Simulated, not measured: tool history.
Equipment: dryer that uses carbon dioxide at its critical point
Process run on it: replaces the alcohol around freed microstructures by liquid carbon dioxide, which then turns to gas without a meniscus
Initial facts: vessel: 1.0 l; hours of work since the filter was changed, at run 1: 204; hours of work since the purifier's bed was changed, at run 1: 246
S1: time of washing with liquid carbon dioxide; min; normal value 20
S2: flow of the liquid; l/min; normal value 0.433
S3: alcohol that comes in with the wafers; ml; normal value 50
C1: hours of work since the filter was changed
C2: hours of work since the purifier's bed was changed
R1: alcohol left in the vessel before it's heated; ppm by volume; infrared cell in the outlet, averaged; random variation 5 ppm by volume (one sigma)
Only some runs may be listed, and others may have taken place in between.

| run | hour | S1 | S2 | S3 | C1 | C2 | R1 |
|---|---|---|---|---|---|---|---|
| 1 | 0.0 | 20 | 0.433 | 50 | 204 | 246 | 80 |
| 2 | 17.2 | 20 | 0.433 | 29 | 210 | 253 | 71 |
| 3 | 32.2 | 20 | 0.433 | 50 | 216 | 258 | 85 |
| 4 | 40.6 | 20 | 0.433 | 50 | 219 | 261 | 81 |
| 5 | 56.3 | 20 | 0.433 | 50 | 225 | 267 | 93 |
| 6 | 72.7 | 20 | 0.433 | 50 | 231 | 273 | 90 |
| 7 | 82.9 | 20 | 0.433 | 50 | 234 | 277 | 88 |
| 8 | 101.2 | 20 | 0.433 | 50 | 241 | 284 | 92 |
| 9 | 113.7 | 20 | 0.433 | 50 | 246 | 288 | 89 |
| 10 | 123.4 | 20 | 0.433 | 50 | 249 | 292 | 99 |
| 11 | 140.4 | 20 | 0.527 | 50 | 256 | 298 | 58 |
| 12 | 158.0 | 20 | 0.527 | 50 | 262 | 304 | 66 |
| 13 | 176.7 | 20 | 0.276 | 50 | 269 | 311 | 554 |
| 14 | 187.3 | 20 | 0.276 | 50 | 273 | 315 | 564 |
| 15 | 197.9 | 20 | 0.276 | 50 | 277 | 319 | 578 |
| 16 | 205.9 | 20 | 0.433 | 50 | 280 | 322 | 100 |
| 17 | 215.3 | 15 | 0.433 | 50 | 283 | 325 | 290 |
| 18 | 225.5 | 15 | 0.433 | 50 | 287 | 329 | 304 |
| 19 | 235.4 | 20 | 0.433 | 22 | 290 | 333 | 78 |
| 20 | 251.1 | 20 | 0.465 | 50 | 296 | 339 | 89 |

Expected results for the next run?
| 21 | 259.2 | 20 | 0.465 | 50 | 299 | 342 | ? |

Run 21 measured R1 90 ppm by volume.
Without the tool's hidden state the same run would have given R1 19 ppm by volume.
